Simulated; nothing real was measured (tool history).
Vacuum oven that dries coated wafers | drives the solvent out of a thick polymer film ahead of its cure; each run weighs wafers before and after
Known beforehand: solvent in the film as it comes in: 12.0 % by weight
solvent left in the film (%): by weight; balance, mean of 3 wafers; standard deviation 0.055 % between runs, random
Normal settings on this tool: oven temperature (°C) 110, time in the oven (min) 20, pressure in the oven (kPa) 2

| run | hour | oven temperature (°C) | time in the oven (min) | pressure in the oven (kPa) | solvent left in the film (%) |
|---|---|---|---|---|---|
| 1 | 0 | 110 | 20 | 2 | 2.7 |
| 2 | 26.8 | 110 | 20 | 2 | 2.91 |
| 3 | 58 | 110 | 20 | 2.21 | 2.39 |
| 4 | 72.6 | 110 | 31 | 2.21 | 1.72 |
| 5 | 95.1 | 110 | 31 | 2.64 | 2 |
| 6 | 119.5 | 110 | 20 | 2 | 2.3 |
| 7 | 143.3 | 110 | 20 | 2 | 2.35 |
| 8 | 163 | 110 | 20 | 2 | 2.38 |
| 9 | 188.7 | 110 | 20 | 2 | 2.4 |
| 10 | 217.7 | 110 | 20 | 2 | 2.37 |
| 11 | 230 | 110 | 14 | 2 | 3.3 |
| 12 | 256.5 | 111 | 10 | 6.16 | 5.93 |
| 13 | 285 | 108 | 22 | 2.07 | 2.6 |
| 14 | 303 | 108 | 11 | 3.3 | 5.05 |
| 15 | 331.9 | 110 | 14 | 7.31 | 5.71 |
| 16 | 360.3 | 110 | 20 | 7.53 | 5.13 |
| 17 | 375 | 110 | 11 | 3.23 | 4.46 |
| 18 | 400.4 | 110 | 11 | 1.09 | 3.63 |
| 19 | 429 | 110 | 11 | 1.09 | 3.7 |
| 20 | 452 | 108 | 20 | 1.68 | 2.47 |
| 21 | 477.3 | 108 | 20 | 1.68 | 2.43 |
| 22 | 503.8 | 106 | 11 | 3.02 | 5.28 |

Missing from the log above: 3 entries noted between runs. For each, name the pair of listed runs it sits between and say how the tool's hidden condition differs from the listed run just before to the listed run just after:
After run 2, before run 3: oven's thermocouples calibrated (hour 39.5)
  true wafer temperature over the reading, C: -2.7 -> 0.33; true pressure over the reading, kPa: 0.122 -> 0.128
  measured less the result without the state, solvent left in the film (%): +0.5 -> +0.02
After run 8, before run 9: vacuum gauge cleaned of residue and calibrated (hour 166.1)
  true wafer temperature over the reading, C: 0.22 -> 0.19; true pressure over the reading, kPa: 0.148 -> 0.242
  measured less the result without the state, solvent left in the film (%): +0.05 -> +0.1
After run 14, before run 15: vacuum gauge cleaned of residue and calibrated, once more (hour 323.2)
  true wafer temperature over the reading, C: 0.06 -> 0.03; true pressure over the reading, kPa: 0.263 -> 0.016
  measured less the result without the state, solvent left in the film (%): +0.1 -> +0

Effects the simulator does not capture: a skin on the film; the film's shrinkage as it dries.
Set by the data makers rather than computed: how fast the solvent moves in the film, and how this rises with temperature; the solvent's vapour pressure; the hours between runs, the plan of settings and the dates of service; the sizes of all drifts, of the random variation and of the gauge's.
